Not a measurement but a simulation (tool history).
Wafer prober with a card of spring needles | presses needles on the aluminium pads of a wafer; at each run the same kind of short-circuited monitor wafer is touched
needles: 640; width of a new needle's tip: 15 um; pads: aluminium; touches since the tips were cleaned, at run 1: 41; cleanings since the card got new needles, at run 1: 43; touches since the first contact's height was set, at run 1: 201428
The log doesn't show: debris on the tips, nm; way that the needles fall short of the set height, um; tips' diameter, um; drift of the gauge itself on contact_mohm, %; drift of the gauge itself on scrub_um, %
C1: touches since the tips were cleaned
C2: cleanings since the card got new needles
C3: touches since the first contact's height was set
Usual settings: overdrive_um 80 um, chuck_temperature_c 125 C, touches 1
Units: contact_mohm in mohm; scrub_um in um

run 1 hour=0.0 | overdrive_um=80 chuck_temperature_c=125 touches=1 | C1=41 C2=43 C3=201428 | contact_mohm=189 scrub_um=20.37
-- hour=40.7 tips cleaned on abrasive film
run 2 hour=54.6 | overdrive_um=80 chuck_temperature_c=125 touches=1 | C1=2981 C2=44 C3=213101 | contact_mohm=185 scrub_um=20.36
-- hour=80.8 tips cleaned on abrasive film
run 3 hour=101.5 | overdrive_um=80 chuck_temperature_c=125 touches=1 | C1=4417 C2=45 C3=223120 | contact_mohm=189 scrub_um=20.45
-- hour=122.0 tips cleaned on abrasive film
-- hour=138.4 height of the first contact set anew
run 4 hour=148.5 | overdrive_um=80 chuck_temperature_c=98 touches=1 | C1=5615 C2=46 C3=2154 | contact_mohm=186 scrub_um=20.39
-- hour=162.4 tips cleaned on abrasive film
run 5 hour=180.1 | overdrive_um=80 chuck_temperature_c=98 touches=1 | C1=3791 C2=47 C3=8903 | contact_mohm=184 scrub_um=20.35
-- hour=205.2 tips cleaned on abrasive film
run 6 hour=221.0 | overdrive_um=80 chuck_temperature_c=98 touches=1 | C1=3399 C2=48 C3=17649 | contact_mohm=186 scrub_um=20.33
-- hour=246.9 tips cleaned on abrasive film
run 7 hour=256.8 | overdrive_um=80 chuck_temperature_c=98 touches=1 | C1=2108 C2=49 C3=25281 | contact_mohm=181 scrub_um=20.37
-- hour=290.2 tips cleaned on abrasive film
run 8 hour=301.2 | overdrive_um=80 chuck_temperature_c=98 touches=1 | C1=2362 C2=50 C3=34790 | contact_mohm=186 scrub_um=20.24
run 9 hour=324.3 | overdrive_um=80 chuck_temperature_c=125 touches=1 | C1=7309 C2=50 C3=39737 | contact_mohm=190 scrub_um=20.32
-- hour=331.5 tips cleaned on abrasive film
run 10 hour=362.0 | overdrive_um=97 chuck_temperature_c=125 touches=1 | C1=6547 C2=51 C3=47790 | contact_mohm=185 scrub_um=24.63
-- hour=371.9 tips cleaned on abrasive film
run 11 hour=393.7 | overdrive_um=97 chuck_temperature_c=125 touches=1 | C1=4671 C2=52 C3=54552 | contact_mohm=188 scrub_um=24.60
-- hour=414.6 tips cleaned on abrasive film
run 12 hour=426.1 | overdrive_um=80 chuck_temperature_c=125 touches=1 | C1=2456 C2=53 C3=61463 | contact_mohm=192 scrub_um=20.32
run 13 hour=453.9 | overdrive_um=80 chuck_temperature_c=125 touches=2 | C1=8427 C2=53 C3=67434 | contact_mohm=190 scrub_um=20.25
-- hour=458.3 tips cleaned on abrasive film
run 14 hour=495.5 | overdrive_um=80 chuck_temperature_c=125 touches=2 | C1=7952 C2=54 C3=76309 | contact_mohm=192 scrub_um=20.21
-- hour=499.4 tips cleaned on abrasive film
run 15 hour=521.6 | overdrive_um=80 chuck_temperature_c=125 touches=1 | C1=4753 C2=55 C3=81892 | contact_mohm=189 scrub_um=20.23
-- hour=539.6 tips cleaned on abrasive film
run 16 hour=552.0 | overdrive_um=80 chuck_temperature_c=125 touches=1 | C1=2650 C2=56 C3=88368 | contact_mohm=191 scrub_um=20.25
-- hour=582.5 tips cleaned on abrasive film
run 17 hour=590.2 | overdrive_um=68 chuck_temperature_c=95 touches=1 | C1=1638 C2=57 C3=96531 | contact_mohm=187 scrub_um=17.21
run 18 hour=612.9 | overdrive_um=68 chuck_temperature_c=95 touches=1 | C1=6506 C2=57 C3=101399 | contact_mohm=188 scrub_um=17.17
-- hour=624.0 tips cleaned on abrasive film
-- hour=664.2 tips cleaned on abrasive film
run 19 hour=665.7 | overdrive_um=68 chuck_temperature_c=95 touches=1 | C1=319 C2=59 C3=112673 | contact_mohm=187 scrub_um=17.14
-- hour=706.2 tips cleaned on abrasive film
run 20 hour=720.0 | overdrive_um=68 chuck_temperature_c=95 touches=1 | C1=2954 C2=60 C3=124274 | contact_mohm=187 scrub_um=17.13
-- hour=750.4 tips cleaned on abrasive film
run 21 hour=775.1 | overdrive_um=80 chuck_temperature_c=80 touches=1 | C1=5298 C2=61 C3=136068 | contact_mohm=178 scrub_um=20.16
-- hour=792.5 tips cleaned on abrasive film
run 22 hour=807.6 | overdrive_um=81 chuck_temperature_c=27 touches=1 | C1=3225 C2=62 C3=142995 | contact_mohm=169 scrub_um=20.36
-- hour=833.3 tips cleaned on abrasive film
run 23 hour=856.4 | overdrive_um=77 chuck_temperature_c=125 touches=1 | C1=4952 C2=63 C3=153425 | contact_mohm=191 scrub_um=19.34
-- hour=874.6 tips cleaned on abrasive film
run 24 hour=889.2 | overdrive_um=77 chuck_temperature_c=125 touches=1 | C1=3128 C2=64 C3=160425 | contact_mohm=191 scrub_um=19.35
-- hour=915.7 tips cleaned on abrasive film
run 25 hour=930.9 | overdrive_um=65 chuck_temperature_c=73 touches=3 | C1=3248 C2=65 C3=169343 | contact_mohm=180 scrub_um=16.29
-- hour=956.5 tips cleaned on abrasive film
run 26 hour=976.8 | overdrive_um=65 chuck_temperature_c=73 touches=3 | C1=4353 C2=66 C3=179161 | contact_mohm=184 scrub_um=16.31
-- hour=999.3 tips cleaned on abrasive film
run 27 hour=1029.9 | overdrive_um=89 chuck_temperature_c=41 touches=2 | C1=6560 C2=67 C3=190514 | contact_mohm=170 scrub_um=22.30
-- hour=1039.2 tips cleaned on abrasive film
run 28 hour=1060.7 | overdrive_um=86 chuck_temperature_c=125 touches=2 | C1=4601 C2=68 C3=197084 | contact_mohm=191 scrub_um=21.58
-- hour=1082.7 tips cleaned on abrasive film
run 29 hour=1107.2 | overdrive_um=86 chuck_temperature_c=110 touches=1 | C1=5262 C2=69 C3=207028 | contact_mohm=186 scrub_um=21.59
-- hour=1123.1 tips cleaned on abrasive film
run 30 hour=1158.6 | overdrive_um=86 chuck_temperature_c=61 touches=1 | C1=7621 C2=70 C3=218019 | contact_mohm=178 scrub_um=21.54
-- hour=1163.8 tips cleaned on abrasive film
run 31 hour=1196.8 | overdrive_um=70 chuck_temperature_c=50 touches=1 | C1=7068 C2=71 C3=226167 | contact_mohm=179 scrub_um=17.53
-- hour=1205.0 tips cleaned on abrasive film
-- hour=1219.1 height of the first contact set anew
run 32 hour=1230.9 | overdrive_um=70 chuck_temperature_c=50 touches=2 | C1=5481 C2=72 C3=2532 | contact_mohm=177 scrub_um=17.48

Hidden state at the last listed run before each entry between runs and at the first one after, where it differs:
Between runs 1 and 2: tips cleaned on abrasive film (hour 40.7)
  debris on the tips, nm: 0.2 -> 1.9; way that the needles fall short of the set height, um: 0.03 -> 0.04; drift of the gauge itself on scrub_um, %: 0 -> -0.09
  measured less the result without the state, scrub_um: -0.01 -> -0.03 um
Between runs 2 and 3: tips cleaned on abrasive film (hour 80.8)
  debris on the tips, nm: 1.9 -> 2.2; drift of the gauge itself on scrub_um, %: -0.09 -> -0.17
  measured less the result without the state, scrub_um: -0.03 -> -0.04 um
Between runs 3 and 4: tips cleaned on abrasive film (hour 122.0); height of the first contact set anew (hour 138.4)
  debris on the tips, nm: 2.2 -> 2.3; way that the needles fall short of the set height, um: 0.04 -> 0; drift of the gauge itself on scrub_um, %: -0.17 -> -0.25
  measured less the result without the state, scrub_um: -0.04 -> -0.05 um
Between runs 4 and 5: tips cleaned on abrasive film (hour 162.4)
  debris on the tips, nm: 2.3 -> 2.1; drift of the gauge itself on scrub_um, %: -0.25 -> -0.3
  measured less the result without the state, scrub_um: -0.05 -> -0.07 um
Between runs 5 and 6: tips cleaned on abrasive film (hour 205.2)
  debris on the tips, nm: 2.1 -> 2; drift of the gauge itself on scrub_um, %: -0.3 -> -0.37
  measured less the result without the state, scrub_um: -0.07 -> -0.07 um
Between runs 6 and 7: tips cleaned on abrasive film (hour 246.9)
  debris on the tips, nm: 2 -> 1.5; way that the needles fall short of the set height, um: 0 -> 0.01; drift of the gauge itself on scrub_um, %: -0.37 -> -0.43
  measured less the result without the state, scrub_um: -0.07 -> -0.09 um
Between runs 7 and 8: tips cleaned on abrasive film (hour 290.2)
  debris on the tips, nm: 1.5 -> 1.8; drift of the gauge itself on scrub_um, %: -0.43 -> -0.51
  measured less the result without the state, scrub_um: -0.09 -> -0.10 um
Between runs 9 and 10: tips cleaned on abrasive film (hour 331.5)
  drift of the gauge itself on scrub_um, %: -0.54 -> -0.61
  measured less the result without the state, scrub_um: -0.11 -> -0.16 um
Between runs 10 and 11: tips cleaned on abrasive film (hour 371.9)
  debris on the tips, nm: 2.4 -> 2.3; drift of the gauge itself on scrub_um, %: -0.61 -> -0.66
  measured less the result without the state, scrub_um: -0.16 -> -0.17 um
Between runs 11 and 12: tips cleaned on abrasive film (hour 414.6)
  debris on the tips, nm: 2.3 -> 1.6; drift of the gauge itself on scrub_um, %: -0.66 -> -0.72
  measured less the result without the state, scrub_um: -0.17 -> -0.14 um
Between runs 13 and 14: tips cleaned on abrasive film (hour 458.3)
  drift of the gauge itself on scrub_um, %: -0.76 -> -0.83
  measured less the result without the state, scrub_um: -0.16 -> -0.17 um
Between runs 14 and 15: tips cleaned on abrasive film (hour 499.4)
  debris on the tips, nm: 2.4 -> 2.3; way that the needles fall short of the set height, um: 0.01 -> 0.02; drift of the gauge itself on scrub_um, %: -0.83 -> -0.88
  measured less the result without the state, scrub_um: -0.17 -> -0.19 um
Between runs 15 and 16: tips cleaned on abrasive film (hour 539.6)
  debris on the tips, nm: 2.3 -> 1.8; drift of the gauge itself on scrub_um, %: -0.88 -> -0.93
  measured less the result without the state, scrub_um: -0.19 -> -0.20 um
Between runs 16 and 17: tips cleaned on abrasive film (hour 582.5)
  debris on the tips, nm: 1.8 -> 1.4; drift of the gauge itself on scrub_um, %: -0.93 -> -0.99
  measured less the result without the state, scrub_um: -0.20 -> -0.18 um
Between runs 18 and 19: tips cleaned on abrasive film (hour 624.0); tips cleaned on abrasive film (hour 664.2)
  debris on the tips, nm: 2.4 -> 0.6; tips' diameter, um: 15.03 -> 15.04; drift of the gauge itself on scrub_um, %: -1.03 -> -1.12
  measured less the result without the state, scrub_um: -0.18 -> -0.20 um
Between runs 19 and 20: tips cleaned on abrasive film (hour 706.2)
  debris on the tips, nm: 0.6 -> 1.8; drift of the gauge itself on scrub_um, %: -1.12 -> -1.21
  measured less the result without the state, scrub_um: -0.20 -> -0.21 um
Between runs 20 and 21: tips cleaned on abrasive film (hour 750.4)
  debris on the tips, nm: 1.8 -> 2.3; way that the needles fall short of the set height, um: 0.02 -> 0.03; drift of the gauge itself on scrub_um, %: -1.21 -> -1.3
  measured less the result without the state, scrub_um: -0.21 -> -0.27 um
Between runs 21 and 22: tips cleaned on abrasive film (hour 792.5)
  debris on the tips, nm: 2.3 -> 2.1; drift of the gauge itself on scrub_um, %: -1.3 -> -1.36
  measured less the result without the state, scrub_um: -0.27 -> -0.29 um
Between runs 22 and 23: tips cleaned on abrasive film (hour 833.3)
  debris on the tips, nm: 2.1 -> 2.3; drift of the gauge itself on scrub_um, %: -1.36 -> -1.44
  measured less the result without the state, scrub_um: -0.29 -> -0.29 um
Between runs 23 and 24: tips cleaned on abrasive film (hour 874.6)
  debris on the tips, nm: 2.3 -> 2; drift of the gauge itself on scrub_um, %: -1.44 -> -1.49
  measured less the result without the state, scrub_um: -0.29 -> -0.31 um
Between runs 24 and 25: tips cleaned on abrasive film (hour 915.7)
  drift of the gauge itself on scrub_um, %: -1.49 -> -1.56
  measured less the result without the state, scrub_um: -0.31 -> -0.26 um
Between runs 25 and 26: tips cleaned on abrasive film (hour 956.5)
  debris on the tips, nm: 2 -> 2.1; drift of the gauge itself on scrub_um, %: -1.56 -> -1.64
  measured less the result without the state, scrub_um: -0.26 -> -0.28 um
Between runs 26 and 27: tips cleaned on abrasive film (hour 999.3)
  debris on the tips, nm: 2.1 -> 2.4; way that the needles fall short of the set height, um: 0.03 -> 0.04; drift of the gauge itself on scrub_um, %: -1.64 -> -1.73
  measured less the result without the state, scrub_um: -0.28 -> -0.40 um
Between runs 27 and 28: tips cleaned on abrasive film (hour 1039.2)
  debris on the tips, nm: 2.4 -> 2.2; drift of the gauge itself on scrub_um, %: -1.73 -> -1.78
  measured less the result without the state, scrub_um: -0.40 -> -0.40 um
Between runs 28 and 29: tips cleaned on abrasive film (hour 1082.7)
  debris on the tips, nm: 2.2 -> 2.3; drift of the gauge itself on scrub_um, %: -1.78 -> -1.86
  measured less the result without the state, scrub_um: -0.40 -> -0.41 um
Between runs 29 and 30: tips cleaned on abrasive film (hour 1123.1)
  debris on the tips, nm: 2.3 -> 2.4; drift of the gauge itself on scrub_um, %: -1.86 -> -1.95
  measured less the result without the state, scrub_um: -0.41 -> -0.43 um
Between runs 30 and 31: tips cleaned on abrasive film (hour 1163.8)
  drift of the gauge itself on scrub_um, %: -1.95 -> -2.01
  measured less the result without the state, scrub_um: -0.43 -> -0.37 um
Between runs 31 and 32: tips cleaned on abrasive film (hour 1205.0); height of the first contact set anew (hour 1219.1)
  debris on the tips, nm: 2.4 -> 2.3; way that the needles fall short of the set height, um: 0.04 -> 0; drift of the gauge itself on scrub_um, %: -2.01 -> -2.07
  measured less the result without the state, scrub_um: -0.37 -> -0.37 um

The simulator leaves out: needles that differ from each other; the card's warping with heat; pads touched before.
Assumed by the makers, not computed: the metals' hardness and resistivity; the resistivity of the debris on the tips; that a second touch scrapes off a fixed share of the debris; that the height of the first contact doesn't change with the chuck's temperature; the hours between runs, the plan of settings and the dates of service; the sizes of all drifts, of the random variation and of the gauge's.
